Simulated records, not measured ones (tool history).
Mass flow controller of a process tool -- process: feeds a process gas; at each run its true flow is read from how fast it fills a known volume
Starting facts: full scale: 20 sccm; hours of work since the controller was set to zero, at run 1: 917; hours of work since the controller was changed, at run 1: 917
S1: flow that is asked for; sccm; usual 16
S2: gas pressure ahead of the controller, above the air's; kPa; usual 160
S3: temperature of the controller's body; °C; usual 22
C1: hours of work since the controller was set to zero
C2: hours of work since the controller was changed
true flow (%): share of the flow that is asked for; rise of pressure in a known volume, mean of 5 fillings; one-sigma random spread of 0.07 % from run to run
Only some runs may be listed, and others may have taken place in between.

Run 1, day 0: usual settings; C1 917; C2 917. Result: true flow (%) 99.29.
Run 2, day 2.942: usual settings; C1 954; C2 954. Result: true flow (%) 99.2.
Run 3, day 4.888: usual settings; C1 978; C2 978. Result: true flow (%) 99.09.
Run 4, day 6.417: usual settings; C1 997; C2 997. Result: true flow (%) 99.1.
Run 5, day 9.133: usual settings; C1 1030; C2 1030. Result: true flow (%) 99.13.
Run 6, day 12.233: usual settings but S3 27 °C; C1 1068; C2 1068. Result: true flow (%) 98.93.
Run 7, day 15.096: usual settings but S3 27 °C; C1 1104; C2 1104. Result: true flow (%) 98.97.
Run 8, day 16.921: usual settings but S3 27 °C; C1 1126; C2 1126. Result: true flow (%) 99.
Run 9, day 18.604: usual settings but S2 233 kPa, S3 27 °C; C1 1147; C2 1147. Result: true flow (%) 99.41.
Run 10, day 20.208: usual settings but S2 233 kPa, S3 27 °C; C1 1167; C2 1167. Result: true flow (%) 99.21.
Run 11, day 21.558: usual settings but S2 233 kPa, S3 27 °C; C1 1184; C2 1184. Result: true flow (%) 99.27.
Run 12, day 23.1: usual settings; C1 1203; C2 1203. Result: true flow (%) 98.68.
Run 13, day 25.8: usual settings; C1 1236; C2 1236. Result: true flow (%) 98.64.
Run 14, day 27.788: usual settings but S2 181 kPa; C1 1261; C2 1261. Result: true flow (%) 98.62.
Run 15, day 30.058: usual settings but S2 181 kPa; C1 1289; C2 1289. Result: true flow (%) 98.59.
Run 16, day 32.267: usual settings but S3 25 °C; C1 1316; C2 1316. Result: true flow (%) 98.48.
Run 17, day 34.571: usual settings but S3 25 °C; C1 1344; C2 1344. Result: true flow (%) 98.33.
Run 18, day 37.438: usual settings but S2 185 kPa, S3 32 °C; C1 1380; C2 1380. Result: true flow (%) 98.67.
Run 19, day 39.375: usual settings but S2 185 kPa, S3 32 °C; C1 1404; C2 1404. Result: true flow (%) 98.4.
Run 20, day 41.362: usual settings but S1 2 sccm, S2 146 kPa, S3 24 °C; C1 1428; C2 1428. Result: true flow (%) 96.73.
Run 21, day 44.154: usual settings but S1 2 sccm, S2 146 kPa; C1 1463; C2 1463. Result: true flow (%) 96.79.
Run 22, day 46.888: usual settings but S1 11 sccm, S2 150 kPa; C1 1496; C2 1496. Result: true flow (%) 97.31.
Run 23, day 49.158: usual settings but S1 12 sccm, S2 166 kPa, S3 32 °C; C1 1524; C2 1524. Result: true flow (%) 97.74.
Run 24, day 51.417: usual settings but S1 12 sccm, S2 166 kPa, S3 32 °C; C1 1552; C2 1552. Result: true flow (%) 97.62.
Run 25, day 53.312: usual settings but S1 2 sccm, S2 166 kPa, S3 36 °C; C1 1576; C2 1576. Result: true flow (%) 96.76.
Run 26, day 56.383: usual settings but S1 4 sccm, S2 181 kPa; C1 1614; C2 1614. Result: true flow (%) 96.77.

Branching from run 26: 5 alternative next runs. What would each branch give?
At day 58.662: gauge calibrated.
Run A, day 59.125: usual settings but S1 2 sccm, S2 228 kPa, S3 23 °C; C1 1648; C2 1648. Result: true flow (%) ?.
At day 58.662: gauge calibrated.
Run B, day 59.125: usual settings but S2 200 kPa, S3 23 °C; C1 1648; C2 1648. Result: true flow (%) ?.
At day 58.662: gauge calibrated.
Run C, day 59.125: usual settings but S1 17 sccm, S2 243 kPa, S3 32 °C; C1 1648; C2 1648. Result: true flow (%) ?.
At day 58.662: gauge calibrated.
Run D, day 59.125: usual settings but S2 218 kPa, S3 30 °C; C1 1648; C2 1648. Result: true flow (%) ?.
At day 58.662: gauge calibrated.
Run E, day 59.125: usual settings but S1 4 sccm, S2 198 kPa; C1 1648; C2 1648. Result: true flow (%) ?.

run  true flow (%)
  A          98.43
  B          99.63
  C         100.08
  D          99.75
  E          98.39
With no hidden state in the tool, these same runs would have given:
run  true flow (%)
  A          98.44
  B          99.65
  C          100.1
  D          99.77
  E           98.4

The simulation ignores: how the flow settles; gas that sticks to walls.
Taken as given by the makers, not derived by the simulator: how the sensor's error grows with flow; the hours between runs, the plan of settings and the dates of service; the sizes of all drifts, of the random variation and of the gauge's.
